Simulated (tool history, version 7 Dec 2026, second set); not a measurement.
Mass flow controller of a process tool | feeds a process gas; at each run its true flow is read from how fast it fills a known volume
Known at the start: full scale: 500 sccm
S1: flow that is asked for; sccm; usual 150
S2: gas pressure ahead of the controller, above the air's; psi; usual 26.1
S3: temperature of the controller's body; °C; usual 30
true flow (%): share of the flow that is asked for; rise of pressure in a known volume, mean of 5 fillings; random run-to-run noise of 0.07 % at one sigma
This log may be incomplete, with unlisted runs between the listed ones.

Run 1, day 0.000: usual settings. Result: true flow (%) 99.12.
Run 2, day 6.738: usual settings. Result: true flow (%) 99.14.
Run 3, day 12.633: usual settings. Result: true flow (%) 99.07.
Run 4, day 17.358: usual settings. Result: true flow (%) 99.07.
Run 5, day 21.125: usual settings but S2 29.3 psi. Result: true flow (%) 98.90.
Run 6, day 27.025: usual settings but S2 37.9 psi. Result: true flow (%) 98.60.
Run 7, day 33.192: usual settings but S3 21 °C. Result: true flow (%) 98.16.
Run 8, day 41.054: usual settings but S3 21 °C. Result: true flow (%) 98.08.
Run 9, day 47.721: usual settings but S3 21 °C. Result: true flow (%) 97.99.
Run 10, day 53.462: usual settings. Result: true flow (%) 99.10.
Run 11, day 58.033: usual settings. Result: true flow (%) 99.05.
Run 12, day 62.954: usual settings but S1 431 sccm. Result: true flow (%) 100.29.
Run 13, day 67.504: usual settings but S1 431 sccm. Result: true flow (%) 100.35.
Run 14, day 74.621: usual settings but S1 279 sccm. Result: true flow (%) 99.49.
At day 77.725: controller exchanged for a calibrated one.
Run 15, day 78.358: usual settings but S1 279 sccm. Result: true flow (%) 99.54.
Run 16, day 84.292: usual settings but S1 279 sccm. Result: true flow (%) 99.64.
Run 17, day 91.438: usual settings but S1 279 sccm. Result: true flow (%) 99.78.
Run 18, day 99.525: usual settings but S1 279 sccm. Result: true flow (%) 99.57.
Run 19, day 103.604: usual settings but S1 279 sccm. Result: true flow (%) 99.53.
Run 20, day 107.375: usual settings but S3 23 °C. Result: true flow (%) 98.39.
Run 21, day 111.467: usual settings but S3 27 °C. Result: true flow (%) 98.63.
Run 22, day 118.650: usual settings but S3 28 °C. Result: true flow (%) 98.80.
Run 23, day 124.800: usual settings but S3 28 °C. Result: true flow (%) 98.73.
Run 24, day 130.475: usual settings but S3 38 °C. Result: true flow (%) 99.96.
Run 25, day 136.125: usual settings but S3 21 °C. Result: true flow (%) 97.95.
Run 26, day 142.579: usual settings but S1 60 sccm, S3 34 °C. Result: true flow (%) 99.06.
Run 27, day 145.879: usual settings but S1 60 sccm, S3 34 °C. Result: true flow (%) 99.10.
Run 28, day 151.208: usual settings but S1 202 sccm, S2 33.6 psi, S3 22 °C. Result: true flow (%) 98.02.
Run 29, day 156.675: usual settings but S1 325 sccm, S3 21 °C. Result: true flow (%) 98.79.
Run 30, day 162.846: usual settings but S1 61 sccm, S2 35.2 psi. Result: true flow (%) 98.29.
Run 31, day 167.412: usual settings but S1 380 sccm, S2 20.3 psi. Result: true flow (%) 100.18.
Run 32, day 173.650: usual settings but S1 380 sccm, S2 33.6 psi. Result: true flow (%) 99.92.
Run 33, day 180.650: usual settings but S1 380 sccm, S2 33.6 psi. Result: true flow (%) 99.79.
Run 34, day 186.729: usual settings but S1 129 sccm, S2 21.8 psi, S3 20 °C. Result: true flow (%) 97.88.
Run 35, day 192.142: usual settings but S3 31 °C. Result: true flow (%) 99.23.
Run 36, day 199.288: usual settings but S1 185 sccm, S2 28.4 psi, S3 33 °C. Result: true flow (%) 99.38.
Run 37, day 204.292: usual settings but S1 185 sccm, S2 28.4 psi, S3 25 °C. Result: true flow (%) 98.59.
Run 38, day 208.333: usual settings but S1 185 sccm, S2 28.4 psi, S3 38 °C. Result: true flow (%) 99.97.
Run 39, day 214.133: usual settings but S3 23 °C. Result: true flow (%) 98.33.
Run 40, day 221.333: usual settings but S1 110 sccm, S3 23 °C. Result: true flow (%) 97.99.
Run 41, day 225.146: usual settings but S2 23.1 psi, S3 34 °C. Result: true flow (%) 99.59.
Run 42, day 229.208: usual settings but S1 134 sccm, S2 25.1 psi, S3 25 °C. Result: true flow (%) 98.53.
Run 43, day 236.892: usual settings but S1 134 sccm, S2 25.1 psi, S3 25 °C. Result: true flow (%) 98.56.
Run 44, day 244.558: usual settings but S2 22.0 psi, S3 22 °C. Result: true flow (%) 98.30.
Run 45, day 249.321: usual settings but S1 95 sccm, S2 36.7 psi, S3 33 °C. Result: true flow (%) 98.82.
Run 46, day 253.825: usual settings but S1 332 sccm, S2 28.3 psi, S3 37 °C. Result: true flow (%) 100.59.
Run 47, day 260.288: usual settings but S1 118 sccm, S2 26.4 psi, S3 22 °C. Result: true flow (%) 97.84.
Run 48, day 263.954: usual settings but S1 118 sccm, S2 25.1 psi, S3 36 °C. Result: true flow (%) 99.56.

Consider 4 possible next runs. They are alternatives, not a sequence: every one starts from the tool as it was left by run 48. What does each give?
Run A, day 270.562: usual settings but S1 347 sccm, S2 33.4 psi. Result: true flow (%) ?.
Run B, day 270.562: usual settings but S3 23 °C. Result: true flow (%) ?.
Run C, day 270.562: usual settings but S1 214 sccm, S2 32.9 psi, S3 25 °C. Result: true flow (%) ?.
Run D, day 270.562: usual settings but S1 405 sccm, S2 29.2 psi, S3 36 °C. Result: true flow (%) ?.

run  true flow (%)
  A          99.71
  B          98.32
  C          98.57
  D         100.75
With no hidden state in the tool, these same runs would have given:
run  true flow (%)
  A          99.71
  B          98.32
  C          98.57
  D         100.75

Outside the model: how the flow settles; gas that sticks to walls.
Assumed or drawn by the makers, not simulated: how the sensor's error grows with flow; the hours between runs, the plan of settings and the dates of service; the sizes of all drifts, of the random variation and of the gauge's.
